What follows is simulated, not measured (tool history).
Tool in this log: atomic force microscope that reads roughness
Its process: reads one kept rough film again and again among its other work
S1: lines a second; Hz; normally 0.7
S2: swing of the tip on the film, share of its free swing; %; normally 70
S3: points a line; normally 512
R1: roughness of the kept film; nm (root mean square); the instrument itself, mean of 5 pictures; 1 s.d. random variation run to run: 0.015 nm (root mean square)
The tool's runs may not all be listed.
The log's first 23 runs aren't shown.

run 24 day=22.162 | S1=0.7 S2=68 S3=430 | R1=2.895
run 25 day=22.746 | S1=0.7 S2=68 S3=430 | R1=2.877
-- day=23.038 new tip fitted
run 26 day=23.912 | S1=0.7 S2=68 S3=430 | R1=3.498
run 27 day=25.15 | S1=0.7 S2=68 S3=430 | R1=3.392
run 28 day=25.938 | S1=0.7 S2=68 S3=430 | R1=3.329
run 29 day=27.325 | S1=0.7 S2=59 S3=427 | R1=3.235
run 30 day=27.9 | S1=0.7 S2=59 S3=427 | R1=3.201
run 31 day=28.833 | S1=0.7 S2=59 S3=427 | R1=3.132

Branching from run 31: 3 alternative next runs. What would each branch give?
run A day=29.821 | S1=0.7 S2=70 S3=335 | R1=?
run B day=29.821 | S1=1.015 S2=59 S3=267 | R1=?
run C day=29.821 | S1=1.322 S2=87 S3=427 | R1=?

run=A R1=3
run=B R1=3.004
run=C R1=2.702
What these runs would have given with no unlogged condition in the tool:
run=A R1=3.572
run=B R1=3.575
run=C R1=3.215
